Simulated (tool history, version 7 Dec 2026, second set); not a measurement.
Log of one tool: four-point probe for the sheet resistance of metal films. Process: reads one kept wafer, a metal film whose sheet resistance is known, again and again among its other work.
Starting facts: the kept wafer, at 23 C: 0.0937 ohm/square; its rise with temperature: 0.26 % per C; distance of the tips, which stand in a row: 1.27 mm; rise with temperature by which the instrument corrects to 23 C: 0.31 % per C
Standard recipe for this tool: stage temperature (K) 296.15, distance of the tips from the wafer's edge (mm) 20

run	day	stage temperature (K)	distance of the tips from the wafer's edge (mm)	sheet resistance as the instrument gives it (ohm/square)
1	0.000	296.15	20	0.093897
2	1.758	296.15	20	0.093921
3	4.204	296.15	20	0.093918
4	6.488	296.15	43	0.093748
5	7.754	296.15	20	0.093895
6	9.471	296.15	20	0.093929
7	10.921	296.15	6	0.095923
8	12.621	296.15	6	0.095917
9	13.750	296.15	6	0.095895
10	15.750	296.15	6	0.095901
11	17.608	296.15	20	0.093931
12	19.608	302.15	20	0.093604
13	21.733	302.15	20	0.093577
14	23.396	302.15	20	0.093586
15	25.546	300.15	20	0.093722
16	26.992	300.15	20	0.093678
17	28.912	300.15	20	0.093719
18	30.000	300.15	20	0.093671
19	31.338	296.15	20	0.093873
20	33.871	296.15	14	0.094135
21	35.888	296.15	69	0.093770
22	38.092	296.15	69	0.093712
23	40.075	296.15	69	0.093739
24	42.233	295.15	5	0.096936
25	44.029	294.15	19	0.094057
26	45.592	297.15	9	0.094654
27	47.046	291.15	6	0.096191
28	48.592	291.15	6	0.096191
29	50.079	293.15	22	0.094061
30	52.621	299.15	22	0.093707
31	53.762	296.15	4	0.098508
32	55.108	291.15	33	0.094022
33	56.517	306.15	38	0.093218
34	58.596	292.15	5	0.097092
35	60.821	298.15	5	0.096750
36	62.362	303.15	22	0.093518
37	64.125	303.15	22	0.093487
38	66.488	307.15	3	0.101300
39	68.596	307.15	5	0.096249
40	69.900	292.15	36	0.094011
41	70.971	305.15	5	0.096419
42	72.308	305.15	6	0.095463

Expected results for the next run?
43	73.733	293.15	20	?

Run 43 yielded sheet resistance as the instrument gives it (ohm/square) 0.094080.
Without the tool's hidden state the same run would have given sheet resistance as the instrument gives it (ohm/square) 0.094068.

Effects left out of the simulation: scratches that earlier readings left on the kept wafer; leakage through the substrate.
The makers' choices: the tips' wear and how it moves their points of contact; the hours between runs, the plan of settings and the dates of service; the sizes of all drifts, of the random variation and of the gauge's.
